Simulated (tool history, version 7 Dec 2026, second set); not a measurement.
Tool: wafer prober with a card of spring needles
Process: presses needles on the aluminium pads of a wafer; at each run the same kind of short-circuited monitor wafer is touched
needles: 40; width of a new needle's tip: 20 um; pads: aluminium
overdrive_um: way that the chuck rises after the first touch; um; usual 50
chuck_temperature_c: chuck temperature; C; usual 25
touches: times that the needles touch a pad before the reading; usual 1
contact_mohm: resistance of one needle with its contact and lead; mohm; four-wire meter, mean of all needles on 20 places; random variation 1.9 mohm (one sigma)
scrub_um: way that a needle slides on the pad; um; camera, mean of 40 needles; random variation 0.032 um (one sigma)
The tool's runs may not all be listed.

{"run": 1, "hour": 0.0, "overdrive_um": 50, "chuck_temperature_c": 25, "touches": 1, "contact_mohm": 225, "scrub_um": 6.25}
{"hour": 17.0, "done": "tips cleaned on abrasive film"}
{"run": 2, "hour": 17.6, "overdrive_um": 50, "chuck_temperature_c": 25, "touches": 1, "contact_mohm": 236, "scrub_um": 6.21}
{"hour": 34.2, "done": "tips cleaned on abrasive film"}
{"run": 3, "hour": 41.0, "overdrive_um": 50, "chuck_temperature_c": 25, "touches": 1, "contact_mohm": 324, "scrub_um": 6.19}
{"hour": 51.8, "done": "tips cleaned on abrasive film"}
{"run": 4, "hour": 60.4, "overdrive_um": 50, "chuck_temperature_c": 25, "touches": 1, "contact_mohm": 341, "scrub_um": 6.2}
{"hour": 65.9, "done": "height of the first contact set anew"}
{"hour": 68.9, "done": "tips cleaned on abrasive film"}
{"run": 5, "hour": 80.4, "overdrive_um": 67, "chuck_temperature_c": 25, "touches": 1, "contact_mohm": 291, "scrub_um": 8.28}
{"hour": 86.3, "done": "tips cleaned on abrasive film"}
{"hour": 103.2, "done": "tips cleaned on abrasive film"}
{"run": 6, "hour": 107.3, "overdrive_um": 50, "chuck_temperature_c": 120, "touches": 1, "contact_mohm": 306, "scrub_um": 6.15}
{"hour": 119.1, "done": "tips cleaned on abrasive film"}
{"hour": 135.3, "done": "tips cleaned on abrasive film"}
{"run": 7, "hour": 137.3, "overdrive_um": 50, "chuck_temperature_c": 120, "touches": 1, "contact_mohm": 268, "scrub_um": 6.16}
{"hour": 152.2, "done": "tips cleaned on abrasive film"}
{"run": 8, "hour": 161.3, "overdrive_um": 50, "chuck_temperature_c": 120, "touches": 1, "contact_mohm": 359, "scrub_um": 6.13}
{"hour": 168.0, "done": "height of the first contact set anew, once more"}
{"hour": 170.4, "done": "tips cleaned on abrasive film"}
{"hour": 188.1, "done": "tips cleaned on abrasive film"}
{"run": 9, "hour": 201.2, "overdrive_um": 50, "chuck_temperature_c": 120, "touches": 1, "contact_mohm": 362, "scrub_um": 6.31}
{"hour": 207.0, "done": "tips cleaned on abrasive film"}
{"hour": 223.8, "done": "tips cleaned on abrasive film"}
{"hour": 241.3, "done": "tips cleaned on abrasive film"}
{"run": 10, "hour": 241.5, "overdrive_um": 50, "chuck_temperature_c": 120, "touches": 1, "contact_mohm": 250, "scrub_um": 6.37}
{"hour": 257.9, "done": "tips cleaned on abrasive film"}
{"run": 11, "hour": 264.5, "overdrive_um": 50, "chuck_temperature_c": 25, "touches": 1, "contact_mohm": 320, "scrub_um": 6.34}
{"hour": 274.7, "done": "tips cleaned on abrasive film"}
{"hour": 291.9, "done": "tips cleaned on abrasive film"}
{"run": 12, "hour": 301.8, "overdrive_um": 33, "chuck_temperature_c": 80, "touches": 2, "contact_mohm": 404, "scrub_um": 4.08}
{"hour": 309.5, "done": "tips cleaned on abrasive film"}
{"hour": 326.2, "done": "tips cleaned on abrasive film"}
{"run": 13, "hour": 338.8, "overdrive_um": 53, "chuck_temperature_c": 101, "touches": 1, "contact_mohm": 344, "scrub_um": 6.67}
{"hour": 344.1, "done": "tips cleaned on abrasive film"}
{"run": 14, "hour": 358.4, "overdrive_um": 41, "chuck_temperature_c": 124, "touches": 2, "contact_mohm": 352, "scrub_um": 5.19}
{"hour": 361.8, "done": "tips cleaned on abrasive film"}
{"hour": 380.4, "done": "tips cleaned on abrasive film"}
{"run": 15, "hour": 384.5, "overdrive_um": 41, "chuck_temperature_c": 124, "touches": 2, "contact_mohm": 305, "scrub_um": 5.13}
{"hour": 398.8, "done": "tips cleaned on abrasive film"}
{"hour": 415.8, "done": "tips cleaned on abrasive film"}
{"run": 16, "hour": 421.3, "overdrive_um": 41, "chuck_temperature_c": 124, "touches": 2, "contact_mohm": 320, "scrub_um": 5.06}
{"hour": 434.5, "done": "tips cleaned on abrasive film"}
{"run": 17, "hour": 449.4, "overdrive_um": 51, "chuck_temperature_c": 25, "touches": 2, "contact_mohm": 322, "scrub_um": 6.4}
{"hour": 452.1, "done": "tips cleaned on abrasive film"}
{"hour": 468.2, "done": "tips cleaned on abrasive film"}
{"run": 18, "hour": 472.7, "overdrive_um": 51, "chuck_temperature_c": 25, "touches": 2, "contact_mohm": 256, "scrub_um": 6.38}
{"hour": 485.3, "done": "tips cleaned on abrasive film"}
{"run": 19, "hour": 489.3, "overdrive_um": 50, "chuck_temperature_c": 25, "touches": 1, "contact_mohm": 290, "scrub_um": 6.21}
{"hour": 504.5, "done": "tips cleaned on abrasive film"}
{"run": 20, "hour": 515.0, "overdrive_um": 47, "chuck_temperature_c": 25, "touches": 1, "contact_mohm": 383, "scrub_um": 5.85}
{"hour": 520.6, "done": "tips cleaned on abrasive film"}
{"hour": 537.0, "done": "tips cleaned on abrasive film"}
{"run": 21, "hour": 544.1, "overdrive_um": 47, "chuck_temperature_c": 45, "touches": 1, "contact_mohm": 349, "scrub_um": 5.83}
{"hour": 554.4, "done": "tips cleaned on abrasive film"}
{"hour": 571.6, "done": "tips cleaned on abrasive film"}
{"run": 22, "hour": 580.6, "overdrive_um": 50, "chuck_temperature_c": 25, "touches": 2, "contact_mohm": 291, "scrub_um": 6.18}

5 ways to go on from here, each from the tool as it stands after run 22. What would each give?
{"hour": 587.5, "done": "tips cleaned on abrasive film"}
{"hour": 603.8, "done": "tips cleaned on abrasive film"}
{"run": "A", "hour": 618.7, "overdrive_um": 59, "chuck_temperature_c": 122, "touches": 2, "contact_mohm": "?", "scrub_um": "?"}
{"hour": 587.5, "done": "tips cleaned on abrasive film"}
{"hour": 603.8, "done": "tips cleaned on abrasive film"}
{"run": "B", "hour": 618.7, "overdrive_um": 67, "chuck_temperature_c": 121, "touches": 1, "contact_mohm": "?", "scrub_um": "?"}
{"hour": 587.5, "done": "tips cleaned on abrasive film"}
{"hour": 603.8, "done": "tips cleaned on abrasive film"}
{"run": "C", "hour": 618.7, "overdrive_um": 50, "chuck_temperature_c": 48, "touches": 2, "contact_mohm": "?", "scrub_um": "?"}
{"hour": 587.5, "done": "tips cleaned on abrasive film"}
{"hour": 603.8, "done": "tips cleaned on abrasive film"}
{"run": "D", "hour": 618.7, "overdrive_um": 48, "chuck_temperature_c": 36, "touches": 2, "contact_mohm": "?", "scrub_um": "?"}
{"hour": 587.5, "done": "tips cleaned on abrasive film"}
{"hour": 603.8, "done": "tips cleaned on abrasive film"}
{"run": "E", "hour": 618.7, "overdrive_um": 38, "chuck_temperature_c": 42, "touches": 1, "contact_mohm": "?", "scrub_um": "?"}

run=A contact_mohm=298 scrub_um=7.33
run=B contact_mohm=317 scrub_um=8.37
run=C contact_mohm=326 scrub_um=6.15
run=D contact_mohm=330 scrub_um=5.9
run=E contact_mohm=523 scrub_um=4.62
Without the tool's hidden state the same runs would have given:
run=A contact_mohm=227 scrub_um=7.54
run=B contact_mohm=226 scrub_um=8.58
run=C contact_mohm=217 scrub_um=6.35
run=D contact_mohm=211 scrub_um=6.11
run=E contact_mohm=216 scrub_um=4.83
